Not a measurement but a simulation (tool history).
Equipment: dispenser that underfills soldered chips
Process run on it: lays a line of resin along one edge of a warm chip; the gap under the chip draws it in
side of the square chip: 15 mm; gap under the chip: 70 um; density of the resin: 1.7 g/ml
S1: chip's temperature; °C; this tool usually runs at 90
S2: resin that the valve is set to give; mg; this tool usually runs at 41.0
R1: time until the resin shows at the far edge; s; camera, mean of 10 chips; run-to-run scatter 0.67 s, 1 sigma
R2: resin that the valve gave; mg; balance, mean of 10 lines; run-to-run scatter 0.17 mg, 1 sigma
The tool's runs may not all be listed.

| run | hour | S1 | S2 | R1 | R2 |
|---|---|---|---|---|---|
| 1 | 0.0 | 90 | 41.0 | 78.1 | 39.55 |
| 2 | 6.3 | 90 | 41.0 | 62.0 | 39.31 |
| 3 | 13.7 | 90 | 46.1 | 85.2 | 44.36 |
| 4 | 23.4 | 90 | 46.1 | 75.9 | 43.72 |
| 5 | 31.7 | 90 | 46.1 | 66.9 | 43.73 |
| 6 | 36.9 | 90 | 41.0 | 85.1 | 38.98 |
| 7 | 44.8 | 90 | 41.0 | 74.8 | 39.09 |
| 8 | 51.4 | 90 | 41.0 | 59.0 | 38.65 |
| 9 | 58.6 | 90 | 41.0 | 81.7 | 38.30 |
| 10 | 63.2 | 90 | 41.0 | 59.6 | 38.64 |
| 11 | 72.1 | 90 | 41.0 | 87.7 | 38.27 |
| 12 | 80.1 | 90 | 39.9 | 76.2 | 36.97 |
| 13 | 87.6 | 90 | 39.9 | 64.1 | 37.14 |
| 14 | 97.8 | 90 | 41.0 | 94.3 | 40.72 |
| 15 | 104.5 | 90 | 41.0 | 74.7 | 40.98 |
| 16 | 112.3 | 90 | 44.4 | 62.0 | 44.09 |
| 17 | 121.3 | 90 | 44.4 | 88.9 | 44.13 |
| 18 | 126.2 | 104 | 41.0 | 45.5 | 40.48 |
| 19 | 133.1 | 101 | 47.4 | 66.4 | 46.39 |
| 20 | 143.0 | 81 | 42.7 | 116.2 | 41.91 |
| 21 | 150.0 | 83 | 42.2 | 89.5 | 41.23 |
| 22 | 159.3 | 103 | 49.3 | 42.7 | 48.18 |
| 23 | 163.3 | 104 | 50.9 | 48.6 | 49.56 |
| 24 | 167.7 | 104 | 50.9 | 58.2 | 49.35 |
| 25 | 174.1 | 104 | 50.9 | 47.4 | 48.94 |
| 26 | 181.8 | 81 | 50.9 | 83.2 | 48.97 |
| 27 | 190.4 | 81 | 50.9 | 122.7 | 48.83 |
| 28 | 198.6 | 95 | 40.0 | 67.2 | 38.34 |
| 29 | 207.4 | 76 | 42.4 | 109.9 | 40.40 |
| 30 | 212.9 | 89 | 45.2 | 89.7 | 42.90 |
| 31 | 222.2 | 77 | 46.5 | 122.3 | 43.73 |
| 32 | 228.7 | 77 | 46.5 | 98.9 | 44.18 |
| 33 | 233.4 | 96 | 49.3 | 63.9 | 46.47 |
| 34 | 238.9 | 96 | 49.3 | 47.6 | 46.25 |
| 35 | 248.5 | 96 | 49.3 | 73.9 | 46.01 |

Withheld: 22 entries from between the runs. Position of each, and hidden state at the listed run before versus the listed run after:
In the gap between runs 1 and 2: new syringe of resin (hour 5.4)
  resin's viscosity, % of fresh resin's: 132.3 -> 103.2; dose that the valve gives, % of what is set: 96.54 -> 96.25; true chip temperature over the reading, C: 0.39 -> 0.42
  what was measured, less what the result would be without the hidden state, R1: +18.7 -> +1.5 s; R2: -1.42 -> -1.53 mg
In the gap between runs 3 and 4: new syringe of resin (hour 16.9)
  resin's viscosity, % of fresh resin's: 142.3 -> 131.1; dose that the valve gives, % of what is set: 95.9 -> 95.43; true chip temperature over the reading, C: 0.45 -> 0.5
  what was measured, less what the result would be without the hidden state, R1: +24.7 -> +17.3 s; R2: -1.89 -> -2.10 mg
In the gap between runs 4 and 5: new syringe of resin (hour 28.8)
  resin's viscosity, % of fresh resin's: 131.1 -> 114.2; dose that the valve gives, % of what is set: 95.43 -> 95.07; true chip temperature over the reading, C: 0.5 -> 0.53
  what was measured, less what the result would be without the hidden state, R1: +17.3 -> +7.6 s; R2: -2.10 -> -2.27 mg
In the gap between runs 6 and 7: new syringe of resin (hour 40.0)
  resin's viscosity, % of fresh resin's: 143.6 -> 124.2; dose that the valve gives, % of what is set: 94.83 -> 94.49; true chip temperature over the reading, C: 0.55 -> 0.59
  what was measured, less what the result would be without the hidden state, R1: +25.5 -> +13.9 s; R2: -2.12 -> -2.28 mg
In the gap between runs 7 and 8: new syringe of resin (hour 51.4)
  resin's viscosity, % of fresh resin's: 124.2 -> 99.5; dose that the valve gives, % of what is set: 94.49 -> 94.18; true chip temperature over the reading, C: 0.59 -> 0.62
  what was measured, less what the result would be without the hidden state, R1: +13.9 -> -0.9 s; R2: -2.28 -> -2.39 mg
In the gap between runs 9 and 10: new syringe of resin (hour 63.1)
  resin's viscosity, % of fresh resin's: 136.4 -> 101.8; dose that the valve gives, % of what is set: 93.86 -> 93.67; true chip temperature over the reading, C: 0.65 -> 0.67
  what was measured, less what the result would be without the hidden state, R1: +21.2 -> +0.4 s; R2: -2.50 -> -2.62 mg
In the gap between runs 11 and 12: new syringe of resin (hour 74.5)
  resin's viscosity, % of fresh resin's: 149.6 -> 125.9; dose that the valve gives, % of what is set: 93.25 -> 92.91; true chip temperature over the reading, C: 0.71 -> 0.75
  what was measured, less what the result would be without the hidden state, R1: +28.6 -> +15.0 s; R2: -2.76 -> -2.82 mg
In the gap between runs 12 and 13: new syringe of resin (hour 86.1)
  resin's viscosity, % of fresh resin's: 125.9 -> 107.6; dose that the valve gives, % of what is set: 92.91 -> 92.56; true chip temperature over the reading, C: 0.75 -> 0.78
  what was measured, less what the result would be without the hidden state, R1: +15.0 -> +4.0 s; R2: -2.82 -> -2.99 mg
In the gap between runs 13 and 14: dispensing valve cleaned and set on the balance (hour 91.5)
  resin's viscosity, % of fresh resin's: 107.6 -> 160.2; dose that the valve gives, % of what is set: 92.56 -> 99.88; true chip temperature over the reading, C: 0.78 -> 0.82
  what was measured, less what the result would be without the hidden state, R1: +4.0 -> +33.8 s; R2: -2.99 -> -0.05 mg
In the gap between runs 14 and 15: new syringe of resin (hour 98.8)
  resin's viscosity, % of fresh resin's: 160.2 -> 128.8; dose that the valve gives, % of what is set: 99.88 -> 99.59; true chip temperature over the reading, C: 0.82 -> 0.85
  what was measured, less what the result would be without the hidden state, R1: +33.8 -> +15.2 s; R2: -0.05 -> -0.17 mg
In the gap between runs 15 and 16: new syringe of resin (hour 110.5)
  resin's viscosity, % of fresh resin's: 128.8 -> 106.5; dose that the valve gives, % of what is set: 99.59 -> 99.26; true chip temperature over the reading, C: 0.85 -> 0.88
  what was measured, less what the result would be without the hidden state, R1: +15.2 -> +2.1 s; R2: -0.17 -> -0.33 mg
In the gap between runs 17 and 18: new syringe of resin (hour 122.2)
  resin's viscosity, % of fresh resin's: 157 -> 119.6; dose that the valve gives, % of what is set: 98.88 -> 98.66; true chip temperature over the reading, C: 0.92 -> 0.94
  what was measured, less what the result would be without the hidden state, R1: +30.6 -> +6.4 s; R2: -0.50 -> -0.55 mg
In the gap between runs 19 and 20: new syringe of resin (hour 134.0)
  resin's viscosity, % of fresh resin's: 161.2 -> 148.1; dose that the valve gives, % of what is set: 98.37 -> 97.93; true chip temperature over the reading, C: 0.97 -> 1.01
  what was measured, less what the result would be without the hidden state, R1: +23.9 -> +35.2 s; R2: -0.77 -> -0.88 mg
In the gap between runs 20 and 21: new syringe of resin (hour 145.5)
  resin's viscosity, % of fresh resin's: 148.1 -> 122.4; dose that the valve gives, % of what is set: 97.93 -> 97.64; true chip temperature over the reading, C: 1.01 -> 1.04
  what was measured, less what the result would be without the hidden state, R1: +35.2 -> +14.0 s; R2: -0.88 -> -1.00 mg
In the gap between runs 21 and 22: new syringe of resin (hour 156.9)
  resin's viscosity, % of fresh resin's: 122.4 -> 111.5; dose that the valve gives, % of what is set: 97.64 -> 97.26; true chip temperature over the reading, C: 1.04 -> 1.08
  what was measured, less what the result would be without the hidden state, R1: +14.0 -> +3.2 s; R2: -1.00 -> -1.35 mg
In the gap between runs 24 and 25: new syringe of resin (hour 168.8)
  resin's viscosity, % of fresh resin's: 160.1 -> 127.2; dose that the valve gives, % of what is set: 96.88 -> 96.58; true chip temperature over the reading, C: 1.12 -> 1.15
  what was measured, less what the result would be without the hidden state, R1: +20.6 -> +8.8 s; R2: -1.59 -> -1.73 mg
In the gap between runs 25 and 26: new syringe of resin (hour 180.2)
  resin's viscosity, % of fresh resin's: 127.2 -> 108.5; dose that the valve gives, % of what is set: 96.58 -> 96.28; true chip temperature over the reading, C: 1.15 -> 1.18
  what was measured, less what the result would be without the hidden state, R1: +8.8 -> +3.5 s; R2: -1.73 -> -1.89 mg
In the gap between runs 27 and 28: new syringe of resin (hour 191.7)
  resin's viscosity, % of fresh resin's: 157.4 -> 135.1; dose that the valve gives, % of what is set: 95.94 -> 95.58; true chip temperature over the reading, C: 1.22 -> 1.26
  what was measured, less what the result would be without the hidden state, R1: +41.4 -> +15.7 s; R2: -2.07 -> -1.78 mg
In the gap between runs 28 and 29: new syringe of resin (hour 203.4)
  resin's viscosity, % of fresh resin's: 135.1 -> 119.7; dose that the valve gives, % of what is set: 95.58 -> 95.19; true chip temperature over the reading, C: 1.26 -> 1.29
  what was measured, less what the result would be without the hidden state, R1: +15.7 -> +14.5 s; R2: -1.78 -> -2.04 mg
In the gap between runs 30 and 31: new syringe of resin (hour 214.9)
  resin's viscosity, % of fresh resin's: 151.4 -> 139.2; dose that the valve gives, % of what is set: 94.95 -> 94.56; true chip temperature over the reading, C: 1.31 -> 1.36
  what was measured, less what the result would be without the hidden state, R1: +28.2 -> +30.6 s; R2: -2.28 -> -2.52 mg
In the gap between runs 31 and 32: new syringe of resin (hour 226.3)
  resin's viscosity, % of fresh resin's: 139.2 -> 112.5; dose that the valve gives, % of what is set: 94.56 -> 94.28; true chip temperature over the reading, C: 1.36 -> 1.38
  what was measured, less what the result would be without the hidden state, R1: +30.6 -> +7.1 s; R2: -2.52 -> -2.69 mg
In the gap between runs 33 and 34: new syringe of resin (hour 238.1)
  resin's viscosity, % of fresh resin's: 138.1 -> 103.8; dose that the valve gives, % of what is set: 94.05 -> 93.81; true chip temperature over the reading, C: 1.4 -> 1.43
  what was measured, less what the result would be without the hidden state, R1: +15.8 -> -0.2 s; R2: -2.95 -> -3.05 mg
